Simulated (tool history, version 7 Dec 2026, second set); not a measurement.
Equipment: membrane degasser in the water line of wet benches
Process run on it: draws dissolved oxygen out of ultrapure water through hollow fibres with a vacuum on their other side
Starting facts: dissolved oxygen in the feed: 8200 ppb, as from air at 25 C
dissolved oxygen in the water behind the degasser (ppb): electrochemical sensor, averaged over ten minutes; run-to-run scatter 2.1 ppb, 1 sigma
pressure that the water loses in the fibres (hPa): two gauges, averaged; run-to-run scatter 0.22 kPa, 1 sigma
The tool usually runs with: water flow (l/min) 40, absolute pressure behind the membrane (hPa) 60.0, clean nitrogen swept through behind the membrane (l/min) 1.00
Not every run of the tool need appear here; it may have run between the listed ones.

run,hour,water flow (l/min),absolute pressure behind the membrane (hPa),clean nitrogen swept through behind the membrane (l/min),dissolved oxygen in the water behind the degasser (ppb),pressure that the water loses in the fibres (hPa)
1,0.0,40,60.0,1.00,228.4,522.3
2,38.1,40,60.0,1.00,228.0,522.4
3,67.7,58,60.0,1.00,308.8,753.9
4,97.9,58,60.0,1.00,313.2,760.3
5,126.9,58,60.0,1.00,310.1,760.2
6,160.6,40,60.0,1.00,229.8,521.5
7,189.9,46,60.0,1.00,257.4,601.1
8,230.4,40,60.0,1.00,225.8,523.2
9,276.9,40,60.0,1.00,228.7,521.3
10,323.5,34,60.0,1.00,198.6,443.0
11,345.8,34,60.0,1.00,200.6,444.9
12,369.1,34,60.0,1.00,201.3,447.0
13,415.3,34,60.0,1.00,200.9,446.3
14,445.5,30,148.4,1.84,418.5,389.0
15,478.8,30,148.4,1.84,425.1,391.8
16,528.3,30,97.8,1.04,392.0,392.5
# hour 532.0: vacuum gauge calibrated
17,553.1,24,149.2,0.76,718.3,314.6
18,586.0,24,149.2,0.76,716.9,311.7
19,633.9,24,149.2,0.76,726.2,312.2
20,677.8,24,48.5,0.44,169.4,310.7
21,720.7,40,82.0,1.45,295.8,521.1
22,770.0,31,60.0,1.00,183.0,404.0
23,818.8,42,52.3,2.04,101.7,549.9
24,861.0,40,149.3,1.00,871.5,520.1

Each row is a separate what-if for the run after 24, all from the same tool condition, not one after another. Results?
A,883.6,40,107.3,1.00,?,?
B,883.6,40,46.1,2.48,?,?
C,883.6,50,40.1,2.17,?,?

run,dissolved oxygen in the water behind the degasser (ppb),pressure that the water loses in the fibres (hPa)
A,578.9,524.4
B,60.3,519.7
C,55.9,646.1
What these runs would have given with no unlogged condition in the tool:
run,dissolved oxygen in the water behind the degasser (ppb),pressure that the water loses in the fibres (hPa)
A,578.9,524.3
B,60.3,519.6
C,55.9,646.1
